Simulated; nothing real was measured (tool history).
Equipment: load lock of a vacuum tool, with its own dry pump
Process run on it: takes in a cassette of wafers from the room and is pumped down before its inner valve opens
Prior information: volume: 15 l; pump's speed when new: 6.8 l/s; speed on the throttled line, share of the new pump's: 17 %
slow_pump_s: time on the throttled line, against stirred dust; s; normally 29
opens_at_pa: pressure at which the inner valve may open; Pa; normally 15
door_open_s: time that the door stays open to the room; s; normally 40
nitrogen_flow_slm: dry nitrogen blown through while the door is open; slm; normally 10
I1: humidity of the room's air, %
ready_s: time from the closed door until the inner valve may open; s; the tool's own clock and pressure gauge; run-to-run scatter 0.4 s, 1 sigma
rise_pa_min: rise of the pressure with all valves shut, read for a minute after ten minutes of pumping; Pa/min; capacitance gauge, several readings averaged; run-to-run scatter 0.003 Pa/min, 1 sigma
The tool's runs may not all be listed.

{"run": 1, "hour": 0.0, "slow_pump_s": 29, "opens_at_pa": 15, "door_open_s": 40, "nitrogen_flow_slm": 10, "I1": 44.5, "ready_s": 44.2, "rise_pa_min": 0.057}
{"run": 2, "hour": 256.6, "slow_pump_s": 29, "opens_at_pa": 15, "door_open_s": 40, "nitrogen_flow_slm": 10, "I1": 44.7, "ready_s": 44.7, "rise_pa_min": 0.06}
{"run": 3, "hour": 365.5, "slow_pump_s": 29, "opens_at_pa": 15, "door_open_s": 40, "nitrogen_flow_slm": 10, "I1": 44.1, "ready_s": 44.9, "rise_pa_min": 0.063}
{"run": 4, "hour": 582.0, "slow_pump_s": 29, "opens_at_pa": 15, "door_open_s": 40, "nitrogen_flow_slm": 10, "I1": 44.5, "ready_s": 45.4, "rise_pa_min": 0.062}
{"run": 5, "hour": 695.4, "slow_pump_s": 29, "opens_at_pa": 15, "door_open_s": 40, "nitrogen_flow_slm": 10, "I1": 46, "ready_s": 45, "rise_pa_min": 0.071}
{"run": 6, "hour": 884.8, "slow_pump_s": 29, "opens_at_pa": 15, "door_open_s": 40, "nitrogen_flow_slm": 10, "I1": 45, "ready_s": 45.4, "rise_pa_min": 0.067}
{"run": 7, "hour": 1046.7, "slow_pump_s": 29, "opens_at_pa": 15, "door_open_s": 40, "nitrogen_flow_slm": 10, "I1": 43.3, "ready_s": 45.6, "rise_pa_min": 0.078}
{"run": 8, "hour": 1292.1, "slow_pump_s": 29, "opens_at_pa": 15, "door_open_s": 40, "nitrogen_flow_slm": 10, "I1": 43.3, "ready_s": 46, "rise_pa_min": 0.077}
{"run": 9, "hour": 1455.4, "slow_pump_s": 29, "opens_at_pa": 15, "door_open_s": 40, "nitrogen_flow_slm": 10, "I1": 41.1, "ready_s": 45.5, "rise_pa_min": 0.074}
{"run": 10, "hour": 1617.3, "slow_pump_s": 21, "opens_at_pa": 15, "door_open_s": 40, "nitrogen_flow_slm": 10, "I1": 44.5, "ready_s": 39.4, "rise_pa_min": 0.083}
{"run": 11, "hour": 1750.2, "slow_pump_s": 21, "opens_at_pa": 15, "door_open_s": 40, "nitrogen_flow_slm": 10, "I1": 48.3, "ready_s": 39.3, "rise_pa_min": 0.086}
{"run": 12, "hour": 1881.1, "slow_pump_s": 28, "opens_at_pa": 11, "door_open_s": 40, "nitrogen_flow_slm": 5, "I1": 42.9, "ready_s": 46.8, "rise_pa_min": 0.09}
{"run": 13, "hour": 2006.5, "slow_pump_s": 28, "opens_at_pa": 11, "door_open_s": 40, "nitrogen_flow_slm": 5, "I1": 44.2, "ready_s": 46.4, "rise_pa_min": 0.097}
{"run": 14, "hour": 2194.3, "slow_pump_s": 28, "opens_at_pa": 11, "door_open_s": 40, "nitrogen_flow_slm": 5, "I1": 43.5, "ready_s": 45.6, "rise_pa_min": 0.097}
{"run": 15, "hour": 2348.0, "slow_pump_s": 20, "opens_at_pa": 15, "door_open_s": 40, "nitrogen_flow_slm": 30, "I1": 44.2, "ready_s": 39.2, "rise_pa_min": 0.088}
{"run": 16, "hour": 2489.8, "slow_pump_s": 29, "opens_at_pa": 30, "door_open_s": 40, "nitrogen_flow_slm": 10, "I1": 41.7, "ready_s": 44.7, "rise_pa_min": 0.104}
{"run": 17, "hour": 2722.5, "slow_pump_s": 29, "opens_at_pa": 30, "door_open_s": 44, "nitrogen_flow_slm": 10, "I1": 44.7, "ready_s": 44.5, "rise_pa_min": 0.114}
{"run": 18, "hour": 2956.7, "slow_pump_s": 29, "opens_at_pa": 18, "door_open_s": 40, "nitrogen_flow_slm": 10, "I1": 45.9, "ready_s": 46.3, "rise_pa_min": 0.119}
{"run": 19, "hour": 3076.6, "slow_pump_s": 29, "opens_at_pa": 18, "door_open_s": 40, "nitrogen_flow_slm": 10, "I1": 45.1, "ready_s": 46.3, "rise_pa_min": 0.122}
{"run": 20, "hour": 3197.6, "slow_pump_s": 29, "opens_at_pa": 18, "door_open_s": 40, "nitrogen_flow_slm": 10, "I1": 43.7, "ready_s": 46.3, "rise_pa_min": 0.12}
{"run": 21, "hour": 3374.4, "slow_pump_s": 29, "opens_at_pa": 18, "door_open_s": 44, "nitrogen_flow_slm": 30, "I1": 45.5, "ready_s": 46.4, "rise_pa_min": 0.113}

Per-run results on a tool with no hidden state, each run keeping its own random variation:
Unlogged tool condition in this case: pump's speed, % of a new pump's; leak at the door's seal, Pa l/s; drift of the gauge itself on ready_s, %; drift of the gauge itself on rise_pa_min, %.
run=1 ready_s=43.1 rise_pa_min=0.049
run=2 ready_s=43.3 rise_pa_min=0.049
run=3 ready_s=43.6 rise_pa_min=0.051
run=4 ready_s=43.9 rise_pa_min=0.047
run=5 ready_s=43.4 rise_pa_min=0.054
run=6 ready_s=43.8 rise_pa_min=0.047
run=7 ready_s=43.8 rise_pa_min=0.055
run=8 ready_s=44 rise_pa_min=0.05
run=9 ready_s=43.5 rise_pa_min=0.045
run=10 ready_s=37.1 rise_pa_min=0.051
run=11 ready_s=36.8 rise_pa_min=0.052
run=12 ready_s=44.4 rise_pa_min=0.052
run=13 ready_s=44 rise_pa_min=0.057
run=14 ready_s=43.1 rise_pa_min=0.053
run=15 ready_s=36.4 rise_pa_min=0.04
run=16 ready_s=42.4 rise_pa_min=0.051
run=17 ready_s=42.1 rise_pa_min=0.057
run=18 ready_s=43.5 rise_pa_min=0.055
run=19 ready_s=43.4 rise_pa_min=0.053
run=20 ready_s=43.3 rise_pa_min=0.049
run=21 ready_s=43.4 rise_pa_min=0.037
